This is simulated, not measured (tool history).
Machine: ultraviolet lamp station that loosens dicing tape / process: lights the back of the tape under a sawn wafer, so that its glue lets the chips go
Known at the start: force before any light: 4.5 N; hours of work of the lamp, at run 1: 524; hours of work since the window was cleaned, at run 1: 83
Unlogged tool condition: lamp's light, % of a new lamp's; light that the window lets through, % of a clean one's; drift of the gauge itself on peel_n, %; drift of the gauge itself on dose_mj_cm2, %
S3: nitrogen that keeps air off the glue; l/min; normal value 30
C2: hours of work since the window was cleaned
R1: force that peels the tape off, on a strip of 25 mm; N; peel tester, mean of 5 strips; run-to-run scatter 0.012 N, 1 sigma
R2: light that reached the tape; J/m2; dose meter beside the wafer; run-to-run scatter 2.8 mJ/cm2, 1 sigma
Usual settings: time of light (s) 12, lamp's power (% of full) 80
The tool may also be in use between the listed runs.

Run 1, hour 0: usual settings; hours of work of the lamp 524; C2 83. Result: R1 0.627 N, R2 3420 J/m2.
Run 2, hour 51.4: usual settings but lamp's power (% of full) 77; hours of work of the lamp 557; C2 115. Result: R1 0.689 N, R2 3190 J/m2.
Run 3, hour 116.9: usual settings but lamp's power (% of full) 77; hours of work of the lamp 598; C2 157. Result: R1 0.766 N, R2 3190 J/m2.
Run 4, hour 156.8: usual settings but lamp's power (% of full) 77; hours of work of the lamp 624; C2 182. Result: R1 0.761 N, R2 3130 J/m2.
Run 5, hour 219.9: usual settings but lamp's power (% of full) 83; hours of work of the lamp 664; C2 223. Result: R1 0.69 N, R2 3380 J/m2.
Run 6, hour 263.1: usual settings but S3 44 l/min; hours of work of the lamp 691; C2 250. Result: R1 0.649 N, R2 3160 J/m2.
Run 7, hour 326.9: usual settings but S3 44 l/min; hours of work of the lamp 732; C2 291. Result: R1 0.668 N, R2 3120 J/m2.
Run 8, hour 370.6: usual settings but S3 44 l/min; hours of work of the lamp 760; C2 318. Result: R1 0.667 N, R2 3130 J/m2.
Run 9, hour 447.9: usual settings; hours of work of the lamp 809; C2 367. Result: R1 0.784 N, R2 3060 J/m2.
Run 10, hour 501.3: usual settings; hours of work of the lamp 843; C2 401. Result: R1 0.795 N, R2 3020 J/m2.
Run 11, hour 581: usual settings; hours of work of the lamp 893; C2 452. Result: R1 0.838 N, R2 2990 J/m2.
Run 12, hour 629.9: usual settings; hours of work of the lamp 924; C2 483. Result: R1 0.851 N, R2 2890 J/m2.
Run 13, hour 673.1: usual settings but time of light (s) 18; hours of work of the lamp 952; C2 511. Result: R1 0.423 N, R2 4340 J/m2.
Run 14, hour 734: usual settings but time of light (s) 18; hours of work of the lamp 991; C2 549. Result: R1 0.408 N, R2 4270 J/m2.
Run 15, hour 785.3: usual settings but time of light (s) 18; hours of work of the lamp 1023; C2 582. Result: R1 0.46 N, R2 4220 J/m2.
Run 16, hour 828.7: usual settings but time of light (s) 18; hours of work of the lamp 1051; C2 609. Result: R1 0.459 N, R2 4140 J/m2.
At hour 910.8: window cleaned of glue's vapour.
Run 17, hour 910.8: usual settings but time of light (s) 18; hours of work of the lamp 1103; C2 0. Result: R1 0.538 N, R2 3890 J/m2.
Run 18, hour 955.3: usual settings but time of light (s) 18; hours of work of the lamp 1131; C2 28. Result: R1 0.529 N, R2 3800 J/m2.
At hour 1034.4: window cleaned of glue's vapour, once more.
Run 19, hour 1035.7: usual settings but time of light (s) 18; hours of work of the lamp 1182; C2 1. Result: R1 0.423 N, R2 4370 J/m2.
Run 20, hour 1113.7: usual settings but time of light (s) 18; hours of work of the lamp 1231; C2 50. Result: R1 0.425 N, R2 4230 J/m2.
Run 21, hour 1186: usual settings but time of light (s) 18; hours of work of the lamp 1277; C2 96. Result: R1 0.452 N, R2 4220 J/m2.
Run 22, hour 1260.9: usual settings but time of light (s) 18; hours of work of the lamp 1325; C2 144. Result: R1 0.467 N, R2 4100 J/m2.
Run 23, hour 1298.4: usual settings but time of light (s) 15, lamp's power (% of full) 87, S3 44 l/min; hours of work of the lamp 1349; C2 168. Result: R1 0.503 N, R2 3700 J/m2.
Run 24, hour 1378.8: usual settings but time of light (s) 15, lamp's power (% of full) 87, S3 44 l/min; hours of work of the lamp 1400; C2 219. Result: R1 0.524 N, R2 3620 J/m2.
Run 25, hour 1432.3: usual settings but time of light (s) 6, lamp's power (% of full) 67, S3 35 l/min; hours of work of the lamp 1434; C2 253. Result: R1 2.431 N, R2 1110 J/m2.
Run 26, hour 1485.2: usual settings but time of light (s) 20, lamp's power (% of full) 71, S3 16 l/min; hours of work of the lamp 1467; C2 286. Result: R1 0.668 N, R2 3780 J/m2.
Run 27, hour 1527.3: usual settings but lamp's power (% of full) 71, S3 16 l/min; hours of work of the lamp 1494; C2 313. Result: R1 1.428 N, R2 2250 J/m2.
Run 28, hour 1588.8: usual settings but lamp's power (% of full) 71, S3 11 l/min; hours of work of the lamp 1533; C2 352. Result: R1 1.605 N, R2 2250 J/m2.
Run 29, hour 1621.6: usual settings but lamp's power (% of full) 71, S3 11 l/min; hours of work of the lamp 1554; C2 373. Result: R1 1.638 N, R2 2180 J/m2.
Run 30, hour 1695.5: usual settings but time of light (s) 6, lamp's power (% of full) 64, S3 45 l/min; hours of work of the lamp 1601; C2 420. Result: R1 2.434 N, R2 970 J/m2.
At hour 1733.7: lamp changed.
Run 31, hour 1765.2: usual settings but time of light (s) 6, lamp's power (% of full) 64, S3 45 l/min; hours of work of the lamp 20; C2 464. Result: R1 1.83 N, R2 1440 J/m2.
Run 32, hour 1805.2: usual settings but time of light (s) 14, S3 50 l/min; hours of work of the lamp 45; C2 489. Result: R1 0.378 N, R2 4160 J/m2.
Run 33, hour 1880.1: usual settings but time of light (s) 16, S3 37 l/min; hours of work of the lamp 93; C2 537. Result: R1 0.321 N, R2 4700 J/m2.
Run 34, hour 1916.5: usual settings but time of light (s) 17, S3 53 l/min; hours of work of the lamp 116; C2 560. Result: R1 0.238 N, R2 4920 J/m2.
Run 35, hour 1987.1: usual settings but time of light (s) 20, S3 47 l/min; hours of work of the lamp 161; C2 605. Result: R1 0.201 N, R2 5690 J/m2.
Run 36, hour 2065.2: usual settings but time of light (s) 20, S3 47 l/min; hours of work of the lamp 211; C2 654. Result: R1 0.208 N, R2 5620 J/m2.
At hour 2076.1: window cleaned of glue's vapour.
Run 37, hour 2107.4: usual settings but time of light (s) 20, lamp's power (% of full) 67, S3 24 l/min; hours of work of the lamp 237; C2 20. Result: R1 0.322 N, R2 5060 J/m2.
Run 38, hour 2181.1: usual settings but time of light (s) 20, lamp's power (% of full) 67, S3 24 l/min; hours of work of the lamp 284; C2 67. Result: R1 0.337 N, R2 5040 J/m2.
Run 39, hour 2220.1: usual settings but time of light (s) 6, lamp's power (% of full) 65, S3 22 l/min; hours of work of the lamp 309; C2 91. Result: R1 2.049 N, R2 1450 J/m2.
Run 40, hour 2285: usual settings but time of light (s) 14, lamp's power (% of full) 88, S3 59 l/min; hours of work of the lamp 350; C2 133. Result: R1 0.301 N, R2 4450 J/m2.
Run 41, hour 2330.5: usual settings but time of light (s) 24, lamp's power (% of full) 79; hours of work of the lamp 379; C2 162. Result: R1 0.174 N, R2 6750 J/m2.
Run 42, hour 2369.6: usual settings but lamp's power (% of full) 79; hours of work of the lamp 404; C2 186. Result: R1 0.677 N, R2 3310 J/m2.

Alternative continuations, all from the tool just after run 42; predict every row:
Run A, hour 2439.1: usual settings but time of light (s) 17, lamp's power (% of full) 100; hours of work of the lamp 448; C2 231. Result: R1 ?, R2 ?.
Run B, hour 2439.1: usual settings but time of light (s) 8, lamp's power (% of full) 79, S3 11 l/min; hours of work of the lamp 448; C2 231. Result: R1 ?, R2 ?.
Run C, hour 2439.1: usual settings but time of light (s) 8, lamp's power (% of full) 88, S3 10 l/min; hours of work of the lamp 448; C2 231. Result: R1 ?, R2 ?.
Run D, hour 2439.1: usual settings but lamp's power (% of full) 72, S3 47 l/min; hours of work of the lamp 448; C2 231. Result: R1 ?, R2 ?.
Run E, hour 2439.1: usual settings but time of light (s) 20, lamp's power (% of full) 75, S3 11 l/min; hours of work of the lamp 448; C2 231. Result: R1 ?, R2 ?.

run     R1    R2
  A  0.205  5930
  B  1.603  2230
  C  1.476  2440
  D  0.713  3020
  E  0.433  5210
Without the tool's hidden state the same runs would have given:
run     R1    R2
  A  0.155  6830
  B  1.377  2560
  C  1.254  2810
  D  0.553  3480
  E  0.324  5990
